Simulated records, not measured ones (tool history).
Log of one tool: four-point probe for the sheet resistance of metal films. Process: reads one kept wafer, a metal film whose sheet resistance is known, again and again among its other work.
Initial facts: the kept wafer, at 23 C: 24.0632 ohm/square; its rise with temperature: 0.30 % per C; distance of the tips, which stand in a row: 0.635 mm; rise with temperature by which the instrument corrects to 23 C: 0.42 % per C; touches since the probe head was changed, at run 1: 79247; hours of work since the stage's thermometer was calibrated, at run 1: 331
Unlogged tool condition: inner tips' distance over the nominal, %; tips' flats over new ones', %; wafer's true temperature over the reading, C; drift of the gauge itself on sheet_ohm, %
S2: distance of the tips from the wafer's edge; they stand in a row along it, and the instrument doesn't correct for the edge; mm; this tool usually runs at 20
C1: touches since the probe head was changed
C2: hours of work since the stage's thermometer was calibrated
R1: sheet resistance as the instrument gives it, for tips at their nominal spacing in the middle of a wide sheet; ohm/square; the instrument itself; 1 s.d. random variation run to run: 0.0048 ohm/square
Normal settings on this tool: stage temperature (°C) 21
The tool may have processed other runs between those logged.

Run 1, hour 0: usual settings; C1 79247; C2 331. Result: R1 24.107604 ohm/square.
Run 2, hour 44.6: usual settings; C1 80369; C2 350. Result: R1 24.107797 ohm/square.
Run 3, hour 99.5: usual settings; C1 81750; C2 373. Result: R1 24.103364 ohm/square.
Run 4, hour 155.2: usual settings; C1 83151; C2 397. Result: R1 24.114087 ohm/square.
Run 5, hour 239: usual settings; C1 85258; C2 432. Result: R1 24.106209 ohm/square.
Run 6, hour 308: usual settings but stage temperature (°C) 31, S2 8 mm; C1 86996; C2 461. Result: R1 23.886112 ohm/square.
Run 7, hour 392.8: usual settings but stage temperature (°C) 32, S2 23 mm; C1 89129; C2 497. Result: R1 23.785518 ohm/square.
Run 8, hour 448.2: usual settings but stage temperature (°C) 30, S2 14 mm; C1 90523; C2 521. Result: R1 23.87118 ohm/square.
Run 9, hour 502.5: usual settings but S2 72 mm; C1 91888; C2 544. Result: R1 24.095583 ohm/square.
Run 10, hour 570: usual settings but S2 72 mm; C1 93586; C2 572. Result: R1 24.092007 ohm/square.

Each row is a separate what-if for the run after 10, all from the same tool condition, not one after another. Results?
Run A, hour 649.1: usual settings but stage temperature (°C) 34, S2 72 mm; C1 95576; C2 606. Result: R1 ?.
Run B, hour 649.1: usual settings but S2 72 mm; C1 95576; C2 606. Result: R1 ?.
Run C, hour 649.1: usual settings but stage temperature (°C) 24, S2 51 mm; C1 95576; C2 606. Result: R1 ?.
Run D, hour 649.1: usual settings but stage temperature (°C) 33, S2 72 mm; C1 95576; C2 606. Result: R1 ?.

run         R1
  A  23.733923
  B  24.083951
  C  24.000865
  D  23.758122
The same runs, with their run-to-run variation unchanged, on a tool lacking any hidden condition would have given:
run         R1
  A  23.771605
  B  24.121746
  C  24.038635
  D   23.79581
